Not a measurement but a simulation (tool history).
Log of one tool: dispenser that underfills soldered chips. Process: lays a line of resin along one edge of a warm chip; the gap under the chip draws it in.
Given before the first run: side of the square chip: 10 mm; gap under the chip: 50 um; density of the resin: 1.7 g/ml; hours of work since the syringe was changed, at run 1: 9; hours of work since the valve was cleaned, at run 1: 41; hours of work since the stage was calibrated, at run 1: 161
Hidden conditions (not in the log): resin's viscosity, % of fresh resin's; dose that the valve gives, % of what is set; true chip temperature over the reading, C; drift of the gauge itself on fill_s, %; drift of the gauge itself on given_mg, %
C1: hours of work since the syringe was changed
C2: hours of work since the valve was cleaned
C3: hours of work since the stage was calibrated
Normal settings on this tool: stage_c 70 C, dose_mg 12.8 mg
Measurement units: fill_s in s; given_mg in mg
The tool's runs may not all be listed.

{"run": 1, "day": 0.0, "stage_c": 70, "dose_mg": 12.8, "C1": 9, "C2": 41, "C3": 161, "fill_s": 183.7, "given_mg": 12.65}
{"day": 0.142, "done": "new syringe of resin"}
{"run": 2, "day": 0.396, "stage_c": 70, "dose_mg": 12.7, "C1": 4, "C2": 47, "C3": 167, "fill_s": 135.1, "given_mg": 12.52}
{"run": 3, "day": 0.792, "stage_c": 70, "dose_mg": 12.7, "C1": 9, "C2": 53, "C3": 172, "fill_s": 186.8, "given_mg": 12.54}
{"day": 0.879, "done": "dispensing valve cleaned and set on the balance"}
{"day": 0.942, "done": "new syringe of resin"}
{"run": 4, "day": 1.088, "stage_c": 70, "dose_mg": 12.8, "C1": 2, "C2": 3, "C3": 176, "fill_s": 122.9, "given_mg": 12.75}
{"run": 5, "day": 1.429, "stage_c": 70, "dose_mg": 12.8, "C1": 7, "C2": 8, "C3": 181, "fill_s": 166.2, "given_mg": 12.71}
{"day": 1.708, "done": "new syringe of resin"}
{"run": 6, "day": 1.708, "stage_c": 70, "dose_mg": 12.8, "C1": 0, "C2": 12, "C3": 185, "fill_s": 109.4, "given_mg": 12.65}
{"run": 7, "day": 2.029, "stage_c": 70, "dose_mg": 11.7, "C1": 5, "C2": 16, "C3": 189, "fill_s": 145.6, "given_mg": 11.59}
{"run": 8, "day": 2.271, "stage_c": 70, "dose_mg": 11.7, "C1": 8, "C2": 20, "C3": 193, "fill_s": 177.3, "given_mg": 11.57}
{"day": 2.471, "done": "new syringe of resin"}
{"run": 9, "day": 2.5, "stage_c": 70, "dose_mg": 12.8, "C1": 0, "C2": 23, "C3": 196, "fill_s": 111.5, "given_mg": 12.65}
{"run": 10, "day": 2.929, "stage_c": 70, "dose_mg": 12.8, "C1": 7, "C2": 29, "C3": 202, "fill_s": 156.6, "given_mg": 12.64}
{"day": 3.254, "done": "new syringe of resin"}
{"run": 11, "day": 3.317, "stage_c": 70, "dose_mg": 12.8, "C1": 1, "C2": 35, "C3": 208, "fill_s": 116.6, "given_mg": 12.6}
{"run": 12, "day": 3.683, "stage_c": 70, "dose_mg": 12.8, "C1": 6, "C2": 40, "C3": 213, "fill_s": 155.8, "given_mg": 12.61}
{"run": 13, "day": 3.988, "stage_c": 70, "dose_mg": 12.8, "C1": 11, "C2": 44, "C3": 217, "fill_s": 201.2, "given_mg": 12.56}
{"day": 4.021, "done": "new syringe of resin"}
{"run": 14, "day": 4.221, "stage_c": 70, "dose_mg": 12.8, "C1": 3, "C2": 48, "C3": 221, "fill_s": 131.2, "given_mg": 12.55}
{"run": 15, "day": 4.558, "stage_c": 70, "dose_mg": 12.8, "C1": 8, "C2": 52, "C3": 225, "fill_s": 174.2, "given_mg": 12.54}
{"day": 4.662, "done": "dispensing valve cleaned and set on the balance"}
{"day": 4.833, "done": "new syringe of resin"}
{"run": 16, "day": 5.05, "stage_c": 85, "dose_mg": 12.8, "C1": 3, "C2": 5, "C3": 232, "fill_s": 66.2, "given_mg": 12.79}
{"run": 17, "day": 5.467, "stage_c": 68, "dose_mg": 12.8, "C1": 9, "C2": 11, "C3": 238, "fill_s": 202.7, "given_mg": 12.74}
{"day": 5.608, "done": "new syringe of resin"}
{"run": 18, "day": 5.7, "stage_c": 68, "dose_mg": 12.8, "C1": 1, "C2": 15, "C3": 241, "fill_s": 127.5, "given_mg": 12.75}
{"run": 19, "day": 6.05, "stage_c": 68, "dose_mg": 12.8, "C1": 6, "C2": 20, "C3": 246, "fill_s": 171.1, "given_mg": 12.69}
{"day": 6.375, "done": "new syringe of resin"}
{"run": 20, "day": 6.375, "stage_c": 75, "dose_mg": 12.8, "C1": 0, "C2": 24, "C3": 251, "fill_s": 86.7, "given_mg": 12.68}
{"run": 21, "day": 6.633, "stage_c": 63, "dose_mg": 12.7, "C1": 4, "C2": 28, "C3": 254, "fill_s": 190.4, "given_mg": 12.58}
{"run": 22, "day": 6.888, "stage_c": 82, "dose_mg": 12.8, "C1": 7, "C2": 32, "C3": 258, "fill_s": 94.9, "given_mg": 12.67}
{"day": 7.146, "done": "new syringe of resin"}
{"run": 23, "day": 7.333, "stage_c": 63, "dose_mg": 13.4, "C1": 3, "C2": 38, "C3": 264, "fill_s": 176.7, "given_mg": 13.25}
{"run": 24, "day": 7.6, "stage_c": 63, "dose_mg": 15.6, "C1": 7, "C2": 42, "C3": 268, "fill_s": 216.5, "given_mg": 15.4}
{"day": 7.908, "done": "new syringe of resin"}
{"run": 25, "day": 8.029, "stage_c": 63, "dose_mg": 15.6, "C1": 2, "C2": 48, "C3": 274, "fill_s": 164.2, "given_mg": 15.35}
{"day": 8.45, "done": "dispensing valve cleaned and set on the balance"}
{"run": 26, "day": 8.462, "stage_c": 83, "dose_mg": 15.7, "C1": 7, "C2": 0, "C3": 280, "fill_s": 86.2, "given_mg": 15.72}
{"day": 8.717, "done": "new syringe of resin"}
{"run": 27, "day": 8.717, "stage_c": 83, "dose_mg": 15.9, "C1": 0, "C2": 4, "C3": 283, "fill_s": 56.0, "given_mg": 15.95}
{"run": 28, "day": 8.979, "stage_c": 60, "dose_mg": 11.2, "C1": 4, "C2": 8, "C3": 287, "fill_s": 224.2, "given_mg": 11.18}
{"run": 29, "day": 9.283, "stage_c": 64, "dose_mg": 14.6, "C1": 8, "C2": 12, "C3": 292, "fill_s": 225.1, "given_mg": 14.58}
{"day": 9.492, "done": "new syringe of resin"}
{"run": 30, "day": 9.575, "stage_c": 70, "dose_mg": 12.1, "C1": 1, "C2": 16, "C3": 296, "fill_s": 113.6, "given_mg": 12.05}
{"run": 31, "day": 9.788, "stage_c": 70, "dose_mg": 12.1, "C1": 4, "C2": 19, "C3": 299, "fill_s": 135.9, "given_mg": 12.04}
{"run": 32, "day": 10.121, "stage_c": 82, "dose_mg": 14.1, "C1": 9, "C2": 24, "C3": 304, "fill_s": 100.1, "given_mg": 13.99}
{"day": 10.254, "done": "new syringe of resin"}
{"run": 33, "day": 10.562, "stage_c": 56, "dose_mg": 13.6, "C1": 4, "C2": 30, "C3": 310, "fill_s": 274.1, "given_mg": 13.49}
{"run": 34, "day": 10.988, "stage_c": 60, "dose_mg": 13.4, "C1": 11, "C2": 36, "C3": 316, "fill_s": 314.0, "given_mg": 13.26}
{"day": 11.029, "done": "new syringe of resin"}
{"run": 35, "day": 11.4, "stage_c": 57, "dose_mg": 16.0, "C1": 5, "C2": 42, "C3": 322, "fill_s": 270.0, "given_mg": 15.84}

Hidden state or all else? Some run-to-run changes of fill_s, split into what the settings, what came in and random variation would give without the hidden state, and what is left for the hidden state (with any gauge scatter that isn't in both results):
Run 16 -> 17: stage_c 85 -> 68. fill_s +136.5 s: hidden state +69.8, all else +66.7.
Run 17 -> 18: new syringe of resin. fill_s -75.2 s: hidden state -76.2, all else +1.0.
Run 27 -> 28: stage_c 83 -> 60, dose_mg 15.9 -> 11.2. fill_s +168.2 s: hidden state +33.7, all else +134.5.
Run 32 -> 33: stage_c 82 -> 56, dose_mg 14.1 -> 13.6, new syringe of resin. fill_s +174.0 s: hidden state +10.4, all else +163.6.
Run 33 -> 34: stage_c 56 -> 60, dose_mg 13.6 -> 13.4. fill_s +39.9 s: hidden state +84.8, all else -44.9.
Run 34 -> 35: stage_c 60 -> 57, dose_mg 13.4 -> 16.0, new syringe of resin. fill_s -44.0 s: hidden state -74.9, all else +30.9.
